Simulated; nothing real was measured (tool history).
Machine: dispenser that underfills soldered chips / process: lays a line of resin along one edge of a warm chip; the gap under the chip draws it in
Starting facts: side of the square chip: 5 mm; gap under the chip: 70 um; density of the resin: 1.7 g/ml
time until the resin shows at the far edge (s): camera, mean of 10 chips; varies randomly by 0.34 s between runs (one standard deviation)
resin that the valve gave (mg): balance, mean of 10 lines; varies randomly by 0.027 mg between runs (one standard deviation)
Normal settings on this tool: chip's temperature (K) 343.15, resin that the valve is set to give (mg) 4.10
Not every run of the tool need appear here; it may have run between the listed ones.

run	day	chip's temperature (K)	resin that the valve is set to give (mg)	time until the resin shows at the far edge (s)	resin that the valve gave (mg)
1	0.000	343.15	4.10	21.0	4.11
# day 0.075: new syringe of resin
2	0.271	343.15	4.10	18.8	4.08
# day 0.475: new syringe of resin
3	0.625	332.15	4.10	28.9	4.12
# day 0.875: new syringe of resin
4	0.875	350.15	4.10	13.3	4.07
5	1.171	338.15	4.10	25.4	4.02
# day 1.300: new syringe of resin
6	1.442	343.15	4.10	18.5	4.02
# day 1.708: new syringe of resin
7	1.912	343.15	4.10	19.0	4.05
# day 2.117: new syringe of resin
8	2.275	343.15	4.10	19.5	3.99
# day 2.550: new syringe of resin
9	2.758	343.15	4.10	19.9	3.98
# day 2.962: new syringe of resin
10	3.212	343.15	4.36	20.2	4.25
# day 3.367: new syringe of resin
11	3.629	343.15	4.36	21.0	4.16
# day 3.775: new syringe of resin
12	3.900	343.15	4.36	19.4	4.20
# day 4.179: new syringe of resin
13	4.196	337.15	3.97	22.1	3.80
14	4.525	349.15	4.14	17.6	3.89
# day 4.612: new syringe of resin
15	4.804	329.15	3.97	34.7	3.78
# day 5.008: new syringe of resin
16	5.296	329.15	3.97	37.2	3.69
# day 5.417: new syringe of resin
17	5.692	329.15	3.97	37.1	3.70
# day 5.825: new syringe of resin
18	5.975	346.15	3.55	18.8	3.33
# day 6.229: new syringe of resin
19	6.321	330.15	3.60	33.3	3.34
# day 6.638: new syringe of resin
20	6.767	345.15	4.14	17.8	3.81
# day 7.058: new syringe of resin
21	7.067	345.15	4.14	17.3	3.84
# day 7.221: dispensing valve cleaned and set on the balance
# day 7.521: new syringe of resin
22	7.562	345.15	4.14	17.1	4.13

Predict each of these 5 candidate next runs independently; none follows another, all start after run 22:
A	7.850	343.15	3.75	?	?
B	7.850	339.15	4.55	?	?
C	7.850	344.15	4.21	?	?
D	7.850	339.15	5.29	?	?
E	7.850	337.15	5.08	?	?

run	time until the resin shows at the far edge (s)	resin that the valve gave (mg)
A	23.5	3.68
B	24.9	4.52
C	21.7	4.21
D	24.8	5.26
E	27.5	5.01
Without the tool's hidden state the same runs would have given:
run	time until the resin shows at the far edge (s)	resin that the valve gave (mg)
A	16.7	3.72
B	17.5	4.56
C	15.5	4.25
D	17.5	5.31
E	19.5	5.05

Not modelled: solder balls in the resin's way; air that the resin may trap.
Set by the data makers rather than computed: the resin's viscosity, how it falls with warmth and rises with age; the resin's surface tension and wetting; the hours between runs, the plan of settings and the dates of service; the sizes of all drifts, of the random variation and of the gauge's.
